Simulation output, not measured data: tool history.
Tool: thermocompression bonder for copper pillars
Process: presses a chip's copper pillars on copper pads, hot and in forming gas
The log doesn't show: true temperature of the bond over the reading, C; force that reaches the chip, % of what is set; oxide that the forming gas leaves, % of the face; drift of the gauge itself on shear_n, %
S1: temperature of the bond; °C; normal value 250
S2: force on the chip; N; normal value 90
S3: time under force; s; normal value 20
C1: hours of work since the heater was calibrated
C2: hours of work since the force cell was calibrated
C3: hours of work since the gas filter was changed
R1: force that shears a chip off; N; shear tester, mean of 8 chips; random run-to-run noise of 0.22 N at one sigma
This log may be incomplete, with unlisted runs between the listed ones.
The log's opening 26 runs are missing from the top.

| run | hour | S1 | S2 | S3 | C1 | C2 | C3 | R1 |
|---|---|---|---|---|---|---|---|---|
|  | 1268.2 | heater calibrated with a thermocouple chip |
| 27 | 1275.5 | 222 | 60 | 16 | 5 | 449 | 226 | 24.1 |
| 28 | 1307.8 | 230 | 90 | 12 | 27 | 471 | 247 | 34.8 |
| 29 | 1363.5 | 252 | 90 | 12 | 64 | 508 | 285 | 49.8 |
|  | 1380.8 | forming gas filter changed |
| 30 | 1409.8 | 252 | 90 | 12 | 94 | 539 | 19 | 52.4 |
| 31 | 1438.2 | 264 | 69 | 47 | 113 | 558 | 38 | 72.3 |
| 32 | 1479.6 | 256 | 69 | 25 | 141 | 585 | 66 | 58 |
| 33 | 1522 | 256 | 69 | 22 | 169 | 614 | 94 | 55.7 |
| 34 | 1580.9 | 250 | 90 | 22 | 209 | 653 | 134 | 59.5 |
| 35 | 1646.9 | 224 | 106 | 60 | 253 | 697 | 178 | 60 |
| 36 | 1702.2 | 224 | 70 | 60 | 290 | 734 | 215 | 47.6 |
| 37 | 1759 | 224 | 70 | 60 | 328 | 772 | 253 | 47.7 |
| 38 | 1797.3 | 230 | 90 | 14 | 354 | 798 | 279 | 38.2 |

Alternative continuations, all from the tool just after run 38; predict every row:
|  | 1824.1 | forming gas filter changed |
| A | 1830.7 | 267 | 74 | 14 | 376 | 820 | 4 | ? |
|  | 1824.1 | forming gas filter changed |
| B | 1830.7 | 227 | 90 | 11 | 376 | 820 | 4 | ? |
|  | 1824.1 | forming gas filter changed |
| C | 1830.7 | 276 | 69 | 34 | 376 | 820 | 4 | ? |
|  | 1824.1 | forming gas filter changed |
| D | 1830.7 | 271 | 80 | 25 | 376 | 820 | 4 | ? |
|  | 1824.1 | forming gas filter changed |
| E | 1830.7 | 230 | 90 | 36 | 376 | 820 | 4 | ? |

| run | R1 |
|---|---|
| A | 60.3 |
| B | 34.8 |
| C | 75.5 |
| D | 73.2 |
| E | 54.4 |
With the hidden condition removed and each run's random variation left untouched, the same runs would have given:
| run | R1 |
|---|---|
| A | 59 |
| B | 33.2 |
| C | 74.7 |
| D | 72.2 |
| E | 52.7 |
